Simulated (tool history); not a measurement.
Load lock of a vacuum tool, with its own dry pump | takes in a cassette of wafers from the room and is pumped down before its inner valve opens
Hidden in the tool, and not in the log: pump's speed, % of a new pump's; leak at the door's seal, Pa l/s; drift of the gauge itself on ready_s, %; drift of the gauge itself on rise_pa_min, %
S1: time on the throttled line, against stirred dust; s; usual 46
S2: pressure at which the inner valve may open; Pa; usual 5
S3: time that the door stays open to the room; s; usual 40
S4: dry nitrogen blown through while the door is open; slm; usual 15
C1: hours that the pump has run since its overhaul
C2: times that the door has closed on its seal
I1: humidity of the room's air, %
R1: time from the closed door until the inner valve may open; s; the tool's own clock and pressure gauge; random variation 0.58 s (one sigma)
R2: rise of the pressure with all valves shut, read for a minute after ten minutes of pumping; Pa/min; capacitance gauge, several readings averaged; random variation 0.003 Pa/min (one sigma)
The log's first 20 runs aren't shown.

Run 21, hour 4398.5: usual settings but S1 85 s, S2 4 Pa, S3 42 s, S4 5 slm; C1 9770; C2 36534; I1 43.9. Result: R1 126.8 s, R2 0.273 Pa/min.
Run 22, hour 4720.2: usual settings but S1 85 s, S2 4 Pa, S3 42 s, S4 5 slm; C1 10092; C2 38015; I1 45. Result: R1 127.8 s, R2 0.286 Pa/min.
Run 23, hour 4867.2: usual settings but S1 76 s, S2 6 Pa, S3 195 s, S4 4 slm; C1 10239; C2 38692; I1 46.7. Result: R1 117.3 s, R2 0.336 Pa/min.
Run 24, hour 5134: usual settings but S2 6 Pa, S3 195 s, S4 4 slm; C1 10505; C2 39920; I1 46.3. Result: R1 92.1 s, R2 0.344 Pa/min.
Run 25, hour 5431: usual settings but S2 6 Pa, S3 195 s, S4 4 slm; C1 10802; C2 41288; I1 44.2. Result: R1 92 s, R2 0.36 Pa/min.
Run 26, hour 5618.7: usual settings but S2 7 Pa, S3 130 s, S4 6 slm; C1 10990; C2 42152; I1 46.4. Result: R1 92.3 s, R2 0.364 Pa/min.
Run 27, hour 5941.6: usual settings but S2 7 Pa, S3 130 s, S4 6 slm; C1 11313; C2 43639; I1 44.7. Result: R1 94 s, R2 0.378 Pa/min.
Run 28, hour 6111.3: usual settings but S1 73 s, S2 7 Pa, S3 130 s, S4 6 slm; C1 11483; C2 44420; I1 46.4. Result: R1 116.8 s, R2 0.395 Pa/min.
Run 29, hour 6346.7: usual settings but S1 73 s, S2 7 Pa, S3 130 s, S4 6 slm; C1 11718; C2 45504; I1 45.6. Result: R1 116 s, R2 0.403 Pa/min.
Run 30, hour 6550.4: usual settings but S1 56 s; C1 11922; C2 46442; I1 42.4. Result: R1 105 s, R2 0.393 Pa/min.
Run 31, hour 6798: usual settings but S1 56 s; C1 12169; C2 47582; I1 42.6. Result: R1 103.9 s, R2 0.409 Pa/min.
Run 32, hour 7110: usual settings but S1 26 s, S3 149 s; C1 12481; C2 49019; I1 46.3. Result: R1 79.6 s, R2 0.442 Pa/min.
Run 33, hour 7267.8: usual settings but S1 26 s, S3 149 s; C1 12639; C2 49745; I1 42.7. Result: R1 80 s, R2 0.449 Pa/min.
At hour 7430.8: door's seal changed, seat wiped.
Run 34, hour 7542.2: usual settings but S2 10 Pa, S4 6 slm; C1 12912; C2 513; I1 43.3. Result: R1 92.4 s, R2 0.026 Pa/min.
Run 35, hour 7695.5: usual settings but S2 10 Pa, S4 6 slm; C1 13065; C2 1219; I1 48.1. Result: R1 93.1 s, R2 0.028 Pa/min.
Run 36, hour 7952.4: usual settings but S1 30 s, S2 10 Pa, S4 25 slm; C1 13322; C2 2401; I1 46.9. Result: R1 80.4 s, R2 0.022 Pa/min.
Run 37, hour 8105.5: usual settings but S1 30 s, S2 10 Pa, S4 25 slm; C1 13475; C2 3106; I1 46.4. Result: R1 81.1 s, R2 0.02 Pa/min.
At hour 8191.8: dry pump taken out, an overhauled one fitted.
Run 38, hour 8328.5: usual settings but S1 29 s, S4 13 slm; C1 137; C2 4106; I1 43.8. Result: R1 68.5 s, R2 0.028 Pa/min.

3 ways to go on from here, each from the tool as it stands after run 38. What would each give?
Run A, hour 8469.4: usual settings but S1 26 s, S2 7 Pa, S4 31 slm; C1 278; C2 4754; I1 45. Result: R1 ?, R2 ?.
Run B, hour 8469.4: usual settings but S1 33 s, S2 8 Pa, S4 8 slm; C1 278; C2 4754; I1 40.5. Result: R1 ?, R2 ?.
Run C, hour 8469.4: usual settings but S1 79 s, S4 13 slm; C1 278; C2 4754; I1 43. Result: R1 ?, R2 ?.

run     R1     R2
  A   64.5  0.023
  B   69.8  0.034
  C  112.3  0.027
Without the tool's hidden state the same runs would have given:
run     R1     R2
  A   64.5  0.007
  B   69.8  0.018
  C  112.3  0.011
